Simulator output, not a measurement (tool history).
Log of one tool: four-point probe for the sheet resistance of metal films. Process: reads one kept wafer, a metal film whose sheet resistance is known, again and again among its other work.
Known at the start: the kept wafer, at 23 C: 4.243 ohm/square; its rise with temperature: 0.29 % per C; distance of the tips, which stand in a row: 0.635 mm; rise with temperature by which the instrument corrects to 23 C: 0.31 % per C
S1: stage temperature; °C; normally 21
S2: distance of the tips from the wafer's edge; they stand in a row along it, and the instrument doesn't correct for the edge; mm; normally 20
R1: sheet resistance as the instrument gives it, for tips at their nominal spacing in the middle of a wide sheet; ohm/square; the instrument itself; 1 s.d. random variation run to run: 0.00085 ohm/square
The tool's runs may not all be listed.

| run | hour | S1 | S2 | R1 |
|---|---|---|---|---|
| 1 | 0 | 21 | 20 | 4.277148 |
| 2 | 57.1 | 21 | 20 | 4.276507 |
| 3 | 143.9 | 21 | 20 | 4.277368 |
| 4 | 191.9 | 21 | 20 | 4.278876 |
| 5 | 253.9 | 21 | 20 | 4.277543 |
| 6 | 323.8 | 21 | 20 | 4.280304 |
|  | 331.6 | stage's thermometer calibrated |
| 7 | 370.4 | 21 | 20 | 4.276866 |
| 8 | 417 | 21 | 20 | 4.280092 |
| 9 | 503.4 | 21 | 20 | 4.279567 |
| 10 | 550.5 | 21 | 20 | 4.280279 |
|  | 592.2 | stage's thermometer calibrated, once more |
| 11 | 654.9 | 21 | 20 | 4.286405 |
| 12 | 732.6 | 32 | 35 | 4.276155 |
| 13 | 785.1 | 32 | 35 | 4.27787 |
| 14 | 835.7 | 21 | 7 | 4.305595 |
| 15 | 940.1 | 21 | 7 | 4.307751 |
| 16 | 994.7 | 21 | 7 | 4.30798 |
| 17 | 1057.7 | 20 | 9 | 4.301527 |
| 18 | 1139.3 | 29 | 4 | 4.339726 |
| 19 | 1229.9 | 29 | 4 | 4.339933 |
| 20 | 1286.5 | 28 | 3 | 4.383627 |
| 21 | 1361.1 | 23 | 6 | 4.316321 |
|  | 1433.1 | new probe head fitted |
| 22 | 1458.1 | 23 | 6 | 4.296936 |

Consider 4 possible next runs. They are alternatives, not a sequence: every one starts from the tool as it was left by run 22. What does each give?
| A | 1561.2 | 30 | 33 | ? |
| B | 1561.2 | 28 | 28 | ? |
| C | 1561.2 | 29 | 37 | ? |
| D | 1561.2 | 22 | 45 | ? |

| run | R1 |
|---|---|
| A | 4.263969 |
| B | 4.268273 |
| C | 4.266504 |
| D | 4.27368 |
Without the tool's unlogged condition, the same runs would have read:
| run | R1 |
|---|---|
| A | 4.235144 |
| B | 4.239426 |
| C | 4.237666 |
| D | 4.24482 |
